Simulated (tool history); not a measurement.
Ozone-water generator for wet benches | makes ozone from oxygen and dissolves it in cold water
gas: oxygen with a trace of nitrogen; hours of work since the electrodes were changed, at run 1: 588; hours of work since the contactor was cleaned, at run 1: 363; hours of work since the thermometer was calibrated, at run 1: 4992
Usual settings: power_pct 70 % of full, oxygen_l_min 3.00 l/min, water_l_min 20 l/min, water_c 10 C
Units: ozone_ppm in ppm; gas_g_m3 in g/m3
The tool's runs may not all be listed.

| run | hour | power_pct | oxygen_l_min | water_l_min | water_c | hours of work since the electrodes were changed | hours of work since the contactor was cleaned | hours of work since the thermometer was calibrated | ozone_ppm | gas_g_m3 |
|---|---|---|---|---|---|---|---|---|---|---|
| 1 | 0.0 | 70 | 3.00 | 20 | 10 | 588 | 363 | 4992 | 15.7 | 170.1 |
| 2 | 35.0 | 70 | 3.00 | 20 | 10 | 617 | 392 | 5021 | 15.6 | 170.3 |
| 3 | 71.2 | 70 | 3.00 | 20 | 10 | 646 | 421 | 5050 | 15.6 | 169.6 |
| 4 | 107.9 | 70 | 3.00 | 20 | 10 | 676 | 451 | 5080 | 15.6 | 170.1 |
| 5 | 139.4 | 70 | 3.00 | 20 | 10 | 702 | 477 | 5106 | 15.6 | 169.6 |
| 6 | 175.2 | 70 | 3.00 | 20 | 11 | 731 | 506 | 5135 | 15.2 | 167.9 |
| 7 | 211.3 | 70 | 3.00 | 20 | 6 | 761 | 536 | 5165 | 16.1 | 170.3 |
| 8 | 227.3 | 70 | 3.00 | 20 | 10 | 774 | 549 | 5178 | 15.3 | 168.8 |
|  | 262.9 | water thermometer calibrated |
| 9 | 263.8 | 70 | 3.00 | 20 | 10 | 803 | 578 | 1 | 15.7 | 169.2 |
| 10 | 293.7 | 70 | 3.00 | 16 | 10 | 828 | 603 | 25 | 18.9 | 168.7 |
|  | 300.9 | contactor cleaned |
| 11 | 317.8 | 70 | 1.73 | 16 | 10 | 844 | 14 | 42 | 17.0 | 231.3 |
| 12 | 340.1 | 70 | 1.73 | 16 | 10 | 862 | 32 | 60 | 17.1 | 231.4 |
| 13 | 363.8 | 70 | 1.73 | 16 | 10 | 882 | 51 | 79 | 17.1 | 230.9 |
| 14 | 383.2 | 70 | 1.73 | 16 | 10 | 898 | 67 | 95 | 17.1 | 230.6 |
| 15 | 412.5 | 70 | 1.73 | 16 | 10 | 922 | 91 | 119 | 17.1 | 231.3 |
| 16 | 428.7 | 70 | 1.73 | 16 | 10 | 935 | 104 | 132 | 17.1 | 230.9 |
| 17 | 463.6 | 50 | 5.13 | 15 | 7 | 963 | 133 | 161 | 16.0 | 93.0 |
|  | 487.3 | contactor cleaned, once more |
| 18 | 504.1 | 48 | 4.28 | 20 | 16 | 993 | 14 | 190 | 10.9 | 98.8 |
| 19 | 531.9 | 48 | 2.52 | 22 | 16 | 1016 | 36 | 213 | 9.5 | 132.8 |
| 20 | 558.4 | 95 | 2.52 | 22 | 9 | 1038 | 58 | 235 | 17.9 | 244.2 |
| 21 | 582.5 | 63 | 3.00 | 24 | 10 | 1057 | 78 | 255 | 11.8 | 152.8 |
| 22 | 600.0 | 57 | 3.00 | 24 | 13 | 1071 | 92 | 269 | 10.3 | 141.1 |
| 23 | 633.2 | 41 | 3.00 | 24 | 13 | 1099 | 119 | 296 | 7.9 | 105.8 |
| 24 | 663.4 | 93 | 4.11 | 22 | 6 | 1123 | 144 | 321 | 19.3 | 179.8 |
| 25 | 701.1 | 55 | 5.14 | 23 | 7 | 1154 | 175 | 351 | 12.2 | 99.7 |
| 26 | 730.3 | 76 | 5.14 | 13 | 11 | 1178 | 199 | 375 | 24.2 | 131.8 |
| 27 | 759.6 | 61 | 3.30 | 21 | 6 | 1202 | 223 | 399 | 14.0 | 141.0 |
| 28 | 796.2 | 70 | 3.00 | 14 | 12 | 1232 | 252 | 429 | 21.1 | 167.0 |
| 29 | 833.6 | 70 | 3.00 | 14 | 12 | 1262 | 283 | 460 | 20.6 | 167.9 |
| 30 | 855.4 | 70 | 3.00 | 14 | 12 | 1280 | 301 | 478 | 20.5 | 168.7 |
| 31 | 876.0 | 70 | 5.31 | 14 | 8 | 1297 | 318 | 494 | 21.9 | 121.4 |
| 32 | 898.7 | 70 | 5.31 | 14 | 8 | 1316 | 336 | 513 | 21.9 | 120.7 |

Hidden state or all else? Some run-to-run changes of ozone_ppm, split into what the settings, what came in and random variation would give without the hidden state, and what is left for the hidden state (with any gauge scatter that isn't in both results):
The hidden state here: yield of the discharge, % of new electrodes'; contactor's efficiency, % of a clean one's; true water temperature over the reading, C; drift of the gauge itself on ozone_ppm, %; drift of the gauge itself on gas_g_m3, %.
Run 23 -> 24: power_pct 41 -> 93, oxygen_l_min 3.00 -> 4.11, water_l_min 24 -> 22, water_c 13 -> 6. ozone_ppm +11.4 ppm: hidden state -0.4, all else +11.8.
Run 25 -> 26: power_pct 55 -> 76, water_l_min 23 -> 13, water_c 7 -> 11. ozone_ppm +12.0 ppm: hidden state -0.4, all else +12.4.
Run 26 -> 27: power_pct 76 -> 61, oxygen_l_min 5.14 -> 3.30, water_l_min 13 -> 21, water_c 11 -> 6. ozone_ppm -10.2 ppm: hidden state +0.4, all else -10.6.

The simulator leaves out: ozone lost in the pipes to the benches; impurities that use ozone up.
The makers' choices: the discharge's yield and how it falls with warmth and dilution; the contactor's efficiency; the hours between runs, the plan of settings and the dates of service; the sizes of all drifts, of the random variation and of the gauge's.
